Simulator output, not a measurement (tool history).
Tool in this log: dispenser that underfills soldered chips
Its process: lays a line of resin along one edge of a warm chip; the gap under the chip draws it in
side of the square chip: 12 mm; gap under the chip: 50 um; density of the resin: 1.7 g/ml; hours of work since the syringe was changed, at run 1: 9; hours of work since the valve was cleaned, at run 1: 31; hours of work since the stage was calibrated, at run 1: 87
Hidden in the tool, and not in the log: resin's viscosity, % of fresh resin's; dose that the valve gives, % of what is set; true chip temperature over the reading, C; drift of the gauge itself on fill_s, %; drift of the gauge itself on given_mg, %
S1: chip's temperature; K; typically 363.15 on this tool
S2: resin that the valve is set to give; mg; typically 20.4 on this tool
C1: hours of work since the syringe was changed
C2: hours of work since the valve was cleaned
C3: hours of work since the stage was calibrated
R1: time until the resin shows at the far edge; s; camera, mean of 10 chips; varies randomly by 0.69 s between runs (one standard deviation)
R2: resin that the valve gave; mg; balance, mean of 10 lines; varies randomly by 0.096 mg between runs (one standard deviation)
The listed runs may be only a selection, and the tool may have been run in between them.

{"run": 1, "day": 0.0, "S1": 363.15, "S2": 20.4, "C1": 9, "C2": 31, "C3": 87, "R1": 132.2, "R2": 20.04}
{"day": 0.071, "done": "new syringe of resin"}
{"run": 2, "day": 0.404, "S1": 363.15, "S2": 20.4, "C1": 5, "C2": 37, "C3": 93, "R1": 94.2, "R2": 20.27}
{"run": 3, "day": 0.675, "S1": 363.15, "S2": 20.4, "C1": 9, "C2": 41, "C3": 98, "R1": 127.8, "R2": 20.07}
{"day": 0.746, "done": "new syringe of resin"}
{"run": 4, "day": 1.033, "S1": 363.15, "S2": 20.4, "C1": 4, "C2": 46, "C3": 103, "R1": 90.8, "R2": 19.99}
{"day": 1.404, "done": "new syringe of resin"}
{"run": 5, "day": 1.433, "S1": 363.15, "S2": 20.4, "C1": 0, "C2": 52, "C3": 109, "R1": 65.8, "R2": 19.85}
{"run": 6, "day": 1.642, "S1": 363.15, "S2": 20.4, "C1": 4, "C2": 55, "C3": 112, "R1": 85.5, "R2": 19.94}
{"run": 7, "day": 1.988, "S1": 363.15, "S2": 20.4, "C1": 9, "C2": 60, "C3": 117, "R1": 131.5, "R2": 19.91}
{"day": 2.046, "done": "new syringe of resin"}
{"run": 8, "day": 2.317, "S1": 363.15, "S2": 20.4, "C1": 4, "C2": 65, "C3": 122, "R1": 87.0, "R2": 19.85}
{"run": 9, "day": 2.504, "S1": 363.15, "S2": 20.4, "C1": 7, "C2": 68, "C3": 125, "R1": 109.6, "R2": 19.68}
{"day": 2.696, "done": "new syringe of resin"}
{"run": 10, "day": 2.738, "S1": 363.15, "S2": 20.4, "C1": 1, "C2": 71, "C3": 128, "R1": 66.5, "R2": 19.48}
{"run": 11, "day": 2.946, "S1": 363.15, "S2": 20.4, "C1": 4, "C2": 75, "C3": 131, "R1": 84.5, "R2": 19.75}
{"run": 12, "day": 3.183, "S1": 363.15, "S2": 20.4, "C1": 7, "C2": 78, "C3": 135, "R1": 115.3, "R2": 19.44}
{"day": 3.358, "done": "new syringe of resin"}
{"run": 13, "day": 3.533, "S1": 371.15, "S2": 20.4, "C1": 3, "C2": 83, "C3": 140, "R1": 58.9, "R2": 19.65}
{"run": 14, "day": 3.829, "S1": 363.15, "S2": 20.4, "C1": 7, "C2": 88, "C3": 145, "R1": 114.2, "R2": 19.54}
{"day": 3.992, "done": "dispensing valve cleaned and set on the balance"}
{"day": 4.062, "done": "new syringe of resin"}
{"run": 15, "day": 4.304, "S1": 363.15, "S2": 20.4, "C1": 4, "C2": 5, "C3": 151, "R1": 85.4, "R2": 20.31}
{"day": 4.717, "done": "new syringe of resin"}
{"run": 16, "day": 4.717, "S1": 366.15, "S2": 20.4, "C1": 0, "C2": 11, "C3": 157, "R1": 57.0, "R2": 20.18}
{"run": 17, "day": 4.971, "S1": 366.15, "S2": 20.4, "C1": 4, "C2": 14, "C3": 161, "R1": 78.3, "R2": 20.15}
{"run": 18, "day": 5.162, "S1": 366.15, "S2": 19.1, "C1": 7, "C2": 17, "C3": 164, "R1": 100.0, "R2": 18.87}
{"day": 5.383, "done": "new syringe of resin"}
{"run": 19, "day": 5.508, "S1": 359.15, "S2": 21.1, "C1": 2, "C2": 23, "C3": 169, "R1": 88.5, "R2": 20.97}
{"run": 20, "day": 5.892, "S1": 359.15, "S2": 21.1, "C1": 8, "C2": 28, "C3": 175, "R1": 138.0, "R2": 21.11}
{"day": 6.038, "done": "new syringe of resin"}
{"run": 21, "day": 6.079, "S1": 371.15, "S2": 25.3, "C1": 1, "C2": 31, "C3": 177, "R1": 50.7, "R2": 24.97}
{"run": 22, "day": 6.375, "S1": 363.15, "S2": 21.5, "C1": 5, "C2": 35, "C3": 182, "R1": 100.5, "R2": 21.12}
{"run": 23, "day": 6.621, "S1": 363.15, "S2": 21.5, "C1": 9, "C2": 39, "C3": 186, "R1": 128.5, "R2": 21.11}
{"day": 6.688, "done": "new syringe of resin"}
{"run": 24, "day": 6.854, "S1": 358.15, "S2": 25.9, "C1": 3, "C2": 43, "C3": 189, "R1": 94.2, "R2": 25.41}
{"run": 25, "day": 7.138, "S1": 370.15, "S2": 18.8, "C1": 7, "C2": 47, "C3": 193, "R1": 85.8, "R2": 18.47}
{"day": 7.333, "done": "new syringe of resin"}
{"run": 26, "day": 7.496, "S1": 370.15, "S2": 18.8, "C1": 2, "C2": 52, "C3": 199, "R1": 61.9, "R2": 18.24}
{"run": 27, "day": 7.733, "S1": 354.15, "S2": 24.1, "C1": 6, "C2": 56, "C3": 202, "R1": 148.5, "R2": 23.55}
{"day": 7.971, "done": "new syringe of resin"}
{"run": 28, "day": 8.138, "S1": 354.15, "S2": 24.1, "C1": 3, "C2": 62, "C3": 208, "R1": 112.2, "R2": 23.41}
{"run": 29, "day": 8.512, "S1": 354.15, "S2": 24.1, "C1": 8, "C2": 67, "C3": 214, "R1": 179.9, "R2": 23.43}
{"day": 8.621, "done": "new syringe of resin"}
{"run": 30, "day": 8.942, "S1": 377.15, "S2": 18.0, "C1": 5, "C2": 74, "C3": 220, "R1": 57.8, "R2": 17.37}
{"run": 31, "day": 9.142, "S1": 376.15, "S2": 18.7, "C1": 8, "C2": 77, "C3": 223, "R1": 76.5, "R2": 17.94}
{"day": 9.292, "done": "new syringe of resin"}
{"run": 32, "day": 9.571, "S1": 356.15, "S2": 17.5, "C1": 4, "C2": 83, "C3": 230, "R1": 125.7, "R2": 16.81}
{"day": 9.942, "done": "new syringe of resin"}
{"day": 10.067, "done": "dispensing valve cleaned and set on the balance"}
{"run": 33, "day": 10.067, "S1": 372.15, "S2": 25.9, "C1": 1, "C2": 0, "C3": 236, "R1": 51.5, "R2": 25.92}
{"run": 34, "day": 10.283, "S1": 374.15, "S2": 17.5, "C1": 5, "C2": 3, "C3": 240, "R1": 64.7, "R2": 17.41}
{"run": 35, "day": 10.588, "S1": 361.15, "S2": 20.4, "C1": 9, "C2": 8, "C3": 244, "R1": 145.4, "R2": 20.29}

Hidden condition of the tool, last listed run before each entry between runs versus first listed run after:
After run 1, before run 2: new syringe of resin (day 0.071)
  resin's viscosity, % of fresh resin's: 207.9 -> 149.8; dose that the valve gives, % of what is set: 98.69 -> 98.42; true chip temperature over the reading, C: -0.5 -> -0.55
  what was measured, less what the result would be without the hidden state, R1: +69.7 -> +32.8 s; R2: -0.27 -> -0.32 mg
After run 3, before run 4: new syringe of resin (day 0.746)
  resin's viscosity, % of fresh resin's: 206 -> 141.3; dose that the valve gives, % of what is set: 98.21 -> 97.93; true chip temperature over the reading, C: -0.58 -> -0.62
  what was measured, less what the result would be without the hidden state, R1: +67.3 -> +28.2 s; R2: -0.37 -> -0.42 mg
After run 4, before run 5: new syringe of resin (day 1.404)
  resin's viscosity, % of fresh resin's: 141.3 -> 105; dose that the valve gives, % of what is set: 97.93 -> 97.63; true chip temperature over the reading, C: -0.62 -> -0.66
  what was measured, less what the result would be without the hidden state, R1: +28.2 -> +4.9 s; R2: -0.42 -> -0.48 mg
After run 7, before run 8: new syringe of resin (day 2.046)
  resin's viscosity, % of fresh resin's: 202.9 -> 137; dose that the valve gives, % of what is set: 97.24 -> 97.01; true chip temperature over the reading, C: -0.73 -> -0.77
  what was measured, less what the result would be without the hidden state, R1: +68.6 -> +25.6 s; R2: -0.56 -> -0.61 mg
After run 9, before run 10: new syringe of resin (day 2.696)
  resin's viscosity, % of fresh resin's: 171.8 -> 103.2; dose that the valve gives, % of what is set: 96.87 -> 96.7; true chip temperature over the reading, C: -0.79 -> -0.81
  what was measured, less what the result would be without the hidden state, R1: +47.8 -> +4.2 s; R2: -0.64 -> -0.67 mg
After run 12, before run 13: new syringe of resin (day 3.358)
  resin's viscosity, % of fresh resin's: 175.8 -> 122.7; dose that the valve gives, % of what is set: 96.38 -> 96.13; true chip temperature over the reading, C: -0.87 -> -0.91
  what was measured, less what the result would be without the hidden state, R1: +52.2 -> +12.6 s; R2: -0.74 -> -0.79 mg
After run 14, before run 15: dispensing valve cleaned and set on the balance (day 3.992); new syringe of resin (day 4.062)
  resin's viscosity, % of fresh resin's: 175.1 -> 133.9; dose that the valve gives, % of what is set: 95.92 -> 99.71; true chip temperature over the reading, C: -0.94 -> -0.99
  what was measured, less what the result would be without the hidden state, R1: +51.5 -> +24.2 s; R2: -0.84 -> -0.05 mg
After run 15, before run 16: new syringe of resin (day 4.717)
  resin's viscosity, % of fresh resin's: 133.9 -> 99; dose that the valve gives, % of what is set: 99.71 -> 99.4; true chip temperature over the reading, C: -0.99 -> -1.04
  what was measured, less what the result would be without the hidden state, R1: +24.2 -> +1.7 s; R2: -0.05 -> -0.12 mg
After run 18, before run 19: new syringe of resin (day 5.383)
  resin's viscosity, % of fresh resin's: 168.7 -> 116.9; dose that the valve gives, % of what is set: 99.07 -> 98.82; true chip temperature over the reading, C: -1.09 -> -1.13
  what was measured, less what the result would be without the hidden state, R1: +43.2 -> +16.2 s; R2: -0.18 -> -0.25 mg
After run 20, before run 21: new syringe of resin (day 6.038)
  resin's viscosity, % of fresh resin's: 183.6 -> 107.3; dose that the valve gives, % of what is set: 98.53 -> 98.4; true chip temperature over the reading, C: -1.18 -> -1.2
  what was measured, less what the result would be without the hidden state, R1: +66.5 -> +5.5 s; R2: -0.32 -> -0.40 mg
After run 23, before run 24: new syringe of resin (day 6.688)
  resin's viscosity, % of fresh resin's: 203.4 -> 122.3; dose that the valve gives, % of what is set: 98.02 -> 97.85; true chip temperature over the reading, C: -1.25 -> -1.28
  what was measured, less what the result would be without the hidden state, R1: +68.4 -> +21.0 s; R2: -0.43 -> -0.56 mg
After run 25, before run 26: new syringe of resin (day 7.333)
  resin's viscosity, % of fresh resin's: 171 -> 121; dose that the valve gives, % of what is set: 97.63 -> 97.38; true chip temperature over the reading, C: -1.32 -> -1.36
  what was measured, less what the result would be without the hidden state, R1: +38.3 -> +13.4 s; R2: -0.45 -> -0.50 mg
After run 27, before run 28: new syringe of resin (day 7.971)
  resin's viscosity, % of fresh resin's: 160.3 -> 123; dose that the valve gives, % of what is set: 97.2 -> 96.92; true chip temperature over the reading, C: -1.39 -> -1.44
  what was measured, less what the result would be without the hidden state, R1: +60.7 -> +26.3 s; R2: -0.68 -> -0.75 mg
After run 29, before run 30: new syringe of resin (day 8.621)
  resin's viscosity, % of fresh resin's: 191.7 -> 144.6; dose that the valve gives, % of what is set: 96.63 -> 96.33; true chip temperature over the reading, C: -1.48 -> -1.53
  what was measured, less what the result would be without the hidden state, R1: +91.8 -> +20.1 s; R2: -0.81 -> -0.66 mg
After run 31, before run 32: new syringe of resin (day 9.292)
  resin's viscosity, % of fresh resin's: 183.9 -> 140; dose that the valve gives, % of what is set: 96.19 -> 95.88; true chip temperature over the reading, C: -1.55 -> -1.6
  what was measured, less what the result would be without the hidden state, R1: +37.6 -> +42.2 s; R2: -0.71 -> -0.72 mg
After run 32, before run 33: new syringe of resin (day 9.942); dispensing valve cleaned and set on the balance (day 10.067)
  resin's viscosity, % of fresh resin's: 140 -> 110.2; dose that the valve gives, % of what is set: 95.88 -> 99.81; true chip temperature over the reading, C: -1.6 -> -1.65
  what was measured, less what the result would be without the hidden state, R1: +42.2 -> +7.5 s; R2: -0.72 -> -0.05 mg
